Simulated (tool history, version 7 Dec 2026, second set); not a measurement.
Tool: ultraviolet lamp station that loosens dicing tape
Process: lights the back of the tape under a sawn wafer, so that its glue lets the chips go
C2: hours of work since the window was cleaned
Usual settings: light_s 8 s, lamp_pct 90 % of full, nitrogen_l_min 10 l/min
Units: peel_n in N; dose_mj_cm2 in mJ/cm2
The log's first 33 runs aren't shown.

{"run": 34, "hour": 288.4, "light_s": 8, "lamp_pct": 89, "nitrogen_l_min": 10, "hours of work of the lamp": 278, "C2": 337, "peel_n": 0.979, "dose_mj_cm2": 390}
{"run": 35, "hour": 296.6, "light_s": 8, "lamp_pct": 89, "nitrogen_l_min": 10, "hours of work of the lamp": 284, "C2": 343, "peel_n": 1.073, "dose_mj_cm2": 392}
{"run": 36, "hour": 306.3, "light_s": 8, "lamp_pct": 62, "nitrogen_l_min": 8, "hours of work of the lamp": 290, "C2": 349, "peel_n": 1.906, "dose_mj_cm2": 272}
{"run": 37, "hour": 311.6, "light_s": 8, "lamp_pct": 62, "nitrogen_l_min": 8, "hours of work of the lamp": 294, "C2": 353, "peel_n": 1.881, "dose_mj_cm2": 271}
{"run": 38, "hour": 319.5, "light_s": 12, "lamp_pct": 81, "nitrogen_l_min": 13, "hours of work of the lamp": 299, "C2": 358, "peel_n": 0.543, "dose_mj_cm2": 523}
{"hour": 321.8, "done": "window cleaned of glue's vapour"}
{"run": 39, "hour": 328.4, "light_s": 11, "lamp_pct": 60, "nitrogen_l_min": 5, "hours of work of the lamp": 305, "C2": 4, "peel_n": 1.251, "dose_mj_cm2": 431}
{"run": 40, "hour": 340.2, "light_s": 13, "lamp_pct": 79, "nitrogen_l_min": 16, "hours of work of the lamp": 313, "C2": 12, "peel_n": 0.355, "dose_mj_cm2": 663}
{"run": 41, "hour": 349.7, "light_s": 13, "lamp_pct": 79, "nitrogen_l_min": 16, "hours of work of the lamp": 319, "C2": 19, "peel_n": 0.347, "dose_mj_cm2": 660}
{"run": 42, "hour": 361.0, "light_s": 13, "lamp_pct": 92, "nitrogen_l_min": 4, "hours of work of the lamp": 327, "C2": 26, "peel_n": 0.537, "dose_mj_cm2": 770}

3 ways to go on from here, each from the tool as it stands after run 42. What would each give?
{"run": "A", "hour": 370.3, "light_s": 7, "lamp_pct": 92, "nitrogen_l_min": 4, "hours of work of the lamp": 333, "C2": 32, "peel_n": "?", "dose_mj_cm2": "?"}
{"run": "B", "hour": 370.3, "light_s": 6, "lamp_pct": 70, "nitrogen_l_min": 4, "hours of work of the lamp": 333, "C2": 32, "peel_n": "?", "dose_mj_cm2": "?"}
{"run": "C", "hour": 370.3, "light_s": 8, "lamp_pct": 82, "nitrogen_l_min": 13, "hours of work of the lamp": 333, "C2": 32, "peel_n": "?", "dose_mj_cm2": "?"}

run=A peel_n=1.481 dose_mj_cm2=409
run=B peel_n=2.479 dose_mj_cm2=269
run=C peel_n=0.801 dose_mj_cm2=419
Without the tool's hidden state the same runs would have given:
run=A peel_n=1.293 dose_mj_cm2=449
run=B peel_n=2.252 dose_mj_cm2=295
run=C peel_n=0.681 dose_mj_cm2=459
